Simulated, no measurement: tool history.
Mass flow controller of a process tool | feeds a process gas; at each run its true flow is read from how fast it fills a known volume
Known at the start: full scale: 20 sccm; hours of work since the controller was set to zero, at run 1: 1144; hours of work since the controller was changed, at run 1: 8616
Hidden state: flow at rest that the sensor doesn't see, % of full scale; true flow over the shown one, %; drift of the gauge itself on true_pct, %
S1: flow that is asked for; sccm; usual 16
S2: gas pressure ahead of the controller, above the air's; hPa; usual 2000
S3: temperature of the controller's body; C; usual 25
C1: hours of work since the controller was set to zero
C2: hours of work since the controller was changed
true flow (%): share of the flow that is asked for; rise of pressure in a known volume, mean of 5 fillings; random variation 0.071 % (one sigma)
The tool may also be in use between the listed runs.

{"run": 1, "hour": 0.0, "S1": 16, "S2": 2000, "S3": 25, "C1": 1144, "C2": 8616, "true flow (%)": 98.26}
{"run": 2, "hour": 219.5, "S1": 14, "S2": 2000, "S3": 25, "C1": 1313, "C2": 8785, "true flow (%)": 98.02}
{"run": 3, "hour": 541.8, "S1": 14, "S2": 2000, "S3": 25, "C1": 1562, "C2": 9033, "true flow (%)": 98.0}
{"run": 4, "hour": 856.2, "S1": 14, "S2": 2280, "S3": 25, "C1": 1804, "C2": 9276, "true flow (%)": 97.93}
{"run": 5, "hour": 1200.0, "S1": 14, "S2": 2280, "S3": 25, "C1": 2069, "C2": 9541, "true flow (%)": 97.94}
{"run": 6, "hour": 1390.1, "S1": 14, "S2": 2280, "S3": 25, "C1": 2215, "C2": 9687, "true flow (%)": 97.96}
{"run": 7, "hour": 1560.1, "S1": 14, "S2": 2280, "S3": 25, "C1": 2346, "C2": 9818, "true flow (%)": 97.79}
{"run": 8, "hour": 1845.3, "S1": 16, "S2": 2000, "S3": 33, "C1": 2566, "C2": 10038, "true flow (%)": 98.36}
{"run": 9, "hour": 2053.7, "S1": 9, "S2": 2000, "S3": 25, "C1": 2727, "C2": 10199, "true flow (%)": 97.18}
{"run": 10, "hour": 2302.1, "S1": 9, "S2": 2000, "S3": 25, "C1": 2918, "C2": 10390, "true flow (%)": 97.06}
{"run": 11, "hour": 2520.6, "S1": 9, "S2": 2000, "S3": 25, "C1": 3087, "C2": 10558, "true flow (%)": 97.04}
{"run": 12, "hour": 2784.5, "S1": 9, "S2": 2000, "S3": 25, "C1": 3290, "C2": 10762, "true flow (%)": 96.91}
{"run": 13, "hour": 2938.6, "S1": 9, "S2": 2360, "S3": 28, "C1": 3409, "C2": 10881, "true flow (%)": 97.01}
{"run": 14, "hour": 3086.8, "S1": 3, "S2": 2360, "S3": 35, "C1": 3523, "C2": 10995, "true flow (%)": 95.43}
{"run": 15, "hour": 3316.5, "S1": 3, "S2": 2360, "S3": 35, "C1": 3700, "C2": 11172, "true flow (%)": 95.14}
{"run": 16, "hour": 3664.1, "S1": 3, "S2": 2490, "S3": 34, "C1": 3968, "C2": 11440, "true flow (%)": 94.79}
{"run": 17, "hour": 3926.5, "S1": 4, "S2": 1560, "S3": 28, "C1": 4170, "C2": 11642, "true flow (%)": 94.9}

Forecast each of these 3 alternatives for the next run:
{"run": "A", "hour": 4282.4, "S1": 10, "S2": 1490, "S3": 25, "C1": 4445, "C2": 11916, "true flow (%)": "?"}
{"run": "B", "hour": 4282.4, "S1": 16, "S2": 2040, "S3": 36, "C1": 4445, "C2": 11916, "true flow (%)": "?"}
{"run": "C", "hour": 4282.4, "S1": 8, "S2": 1570, "S3": 24, "C1": 4445, "C2": 11916, "true flow (%)": "?"}

run=A true_flow_(%)=96.66
run=B true_flow_(%)=98.06
run=C true_flow_(%)=96.03
Without the tool's hidden state the same runs would have given:
run=A true_flow_(%)=99.77
run=B true_flow_(%)=100.72
run=C true_flow_(%)=99.44

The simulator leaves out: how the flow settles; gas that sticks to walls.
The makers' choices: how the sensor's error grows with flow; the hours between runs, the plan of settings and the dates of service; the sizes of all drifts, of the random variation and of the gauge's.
